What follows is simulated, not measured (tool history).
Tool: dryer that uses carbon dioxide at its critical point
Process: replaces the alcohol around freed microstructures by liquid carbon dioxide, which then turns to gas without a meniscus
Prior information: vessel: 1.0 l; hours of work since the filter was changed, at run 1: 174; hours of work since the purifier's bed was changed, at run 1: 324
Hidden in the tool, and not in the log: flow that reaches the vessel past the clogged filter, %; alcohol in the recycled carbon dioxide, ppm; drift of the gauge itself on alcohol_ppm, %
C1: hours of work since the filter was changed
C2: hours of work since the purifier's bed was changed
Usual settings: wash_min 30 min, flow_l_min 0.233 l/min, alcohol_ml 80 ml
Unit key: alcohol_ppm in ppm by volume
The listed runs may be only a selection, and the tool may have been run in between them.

Run 1, hour 0: usual settings; C1 174; C2 324. Result: alcohol_ppm 280 ppm by volume.
At hour 20.7: inlet filter changed.
Run 2, hour 25.3: usual settings; C1 3; C2 341. Result: alcohol_ppm 208 ppm by volume.
Run 3, hour 56.7: usual settings but flow_l_min 0.217 l/min; C1 27; C2 365. Result: alcohol_ppm 274 ppm by volume.
Run 4, hour 79.8: usual settings but flow_l_min 0.217 l/min; C1 44; C2 382. Result: alcohol_ppm 303 ppm by volume.
Run 5, hour 119.7: usual settings but flow_l_min 0.217 l/min; C1 73; C2 411. Result: alcohol_ppm 323 ppm by volume.
Run 6, hour 157.7: usual settings but wash_min 35 min; C1 101; C2 439. Result: alcohol_ppm 189 ppm by volume.
Run 7, hour 190.4: usual settings but wash_min 35 min; C1 125; C2 463. Result: alcohol_ppm 197 ppm by volume.
Run 8, hour 230.1: usual settings but wash_min 35 min, flow_l_min 0.259 l/min, alcohol_ml 43 ml; C1 155; C2 493. Result: alcohol_ppm 182 ppm by volume.
At hour 250.1: purifier's bed changed.
Run 9, hour 253.4: usual settings but flow_l_min 0.242 l/min; C1 170; C2 2. Result: alcohol_ppm 145 ppm by volume.
At hour 280.4: inlet filter changed.
Run 10, hour 285.3: usual settings but wash_min 28 min, flow_l_min 0.147 l/min, alcohol_ml 95 ml; C1 4; C2 25. Result: alcohol_ppm 1759 ppm by volume.
Run 11, hour 305.2: usual settings but wash_min 33 min, flow_l_min 0.151 l/min, alcohol_ml 95 ml; C1 18; C2 40. Result: alcohol_ppm 817 ppm by volume.
Run 12, hour 322.8: usual settings but wash_min 34 min, flow_l_min 0.151 l/min, alcohol_ml 45 ml; C1 31; C2 53. Result: alcohol_ppm 362 ppm by volume.
Run 13, hour 340.8: usual settings but wash_min 34 min, flow_l_min 0.151 l/min, alcohol_ml 45 ml; C1 45; C2 66. Result: alcohol_ppm 376 ppm by volume.

Consider 4 possible next runs. They are alternatives, not a sequence: every one starts from the tool as it was left by run 13. What does each give?
Run A, hour 361.1: usual settings but wash_min 23 min, flow_l_min 0.151 l/min, alcohol_ml 45 ml; C1 60; C2 81. Result: alcohol_ppm ?.
Run B, hour 361.1: usual settings but wash_min 34 min, flow_l_min 0.258 l/min, alcohol_ml 60 ml; C1 60; C2 81. Result: alcohol_ppm ?.
Run C, hour 361.1: usual settings but wash_min 34 min, flow_l_min 0.206 l/min, alcohol_ml 68 ml; C1 60; C2 81. Result: alcohol_ppm ?.
Run D, hour 361.1: usual settings but wash_min 28 min, flow_l_min 0.151 l/min, alcohol_ml 22 ml; C1 60; C2 81. Result: alcohol_ppm ?.

run  alcohol_ppm
  A         1770
  B           54
  C          140
  D          455
What these runs would have given with no unlogged condition in the tool:
run  alcohol_ppm
  A         1517
  B           18
  C           86
  D          360
